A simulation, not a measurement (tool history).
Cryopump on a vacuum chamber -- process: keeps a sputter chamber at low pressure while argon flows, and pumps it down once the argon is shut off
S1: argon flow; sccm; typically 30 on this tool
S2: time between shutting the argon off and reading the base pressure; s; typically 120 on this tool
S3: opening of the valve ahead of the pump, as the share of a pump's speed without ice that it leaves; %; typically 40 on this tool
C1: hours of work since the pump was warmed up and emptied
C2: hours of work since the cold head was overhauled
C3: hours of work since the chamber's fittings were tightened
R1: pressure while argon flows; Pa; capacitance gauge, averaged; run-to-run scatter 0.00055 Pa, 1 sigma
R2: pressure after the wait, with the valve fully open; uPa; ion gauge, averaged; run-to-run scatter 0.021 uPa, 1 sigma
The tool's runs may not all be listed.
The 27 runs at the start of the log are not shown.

-- hour=476.7 pump warmed up, emptied and cooled again
run 28 hour=489.4 | S1=31 S2=120 S3=55 | C1=6 C2=642 C3=895 | R1=0.0422 R2=0.88
run 29 hour=514 | S1=31 S2=120 S3=55 | C1=17 C2=653 C3=906 | R1=0.0421 R2=0.87
run 30 hour=527.1 | S1=31 S2=120 S3=55 | C1=22 C2=659 C3=912 | R1=0.0437 R2=0.83
run 31 hour=546.5 | S1=13 S2=24 S3=55 | C1=31 C2=668 C3=921 | R1=0.0175 R2=1.58
run 32 hour=564.7 | S1=30 S2=44 S3=28 | C1=39 C2=676 C3=929 | R1=0.0804 R2=1.19
run 33 hour=576.1 | S1=30 S2=43 S3=54 | C1=44 C2=681 C3=934 | R1=0.042 R2=1.23
run 34 hour=595.4 | S1=30 S2=43 S3=54 | C1=53 C2=689 C3=942 | R1=0.0429 R2=1.22
run 35 hour=613.2 | S1=30 S2=25 S3=35 | C1=61 C2=697 C3=950 | R1=0.0653 R2=1.59

Each row is a separate what-if for the run after 35, all from the same tool condition, not one after another. Results?
run A hour=633.4 | S1=16 S2=21 S3=35 | C1=69 C2=706 C3=959 | R1=? R2=?
run B hour=633.4 | S1=12 S2=25 S3=17 | C1=69 C2=706 C3=959 | R1=? R2=?
run C hour=633.4 | S1=30 S2=25 S3=31 | C1=69 C2=706 C3=959 | R1=? R2=?

run=A R1=0.035 R2=1.78
run=B R1=0.0533 R2=1.58
run=C R1=0.0734 R2=1.56
Had the tool no hidden state, the same runs would have come out as:
run=A R1=0.0345 R2=1.2
run=B R1=0.0529 R2=0.99
run=C R1=0.0725 R2=0.98
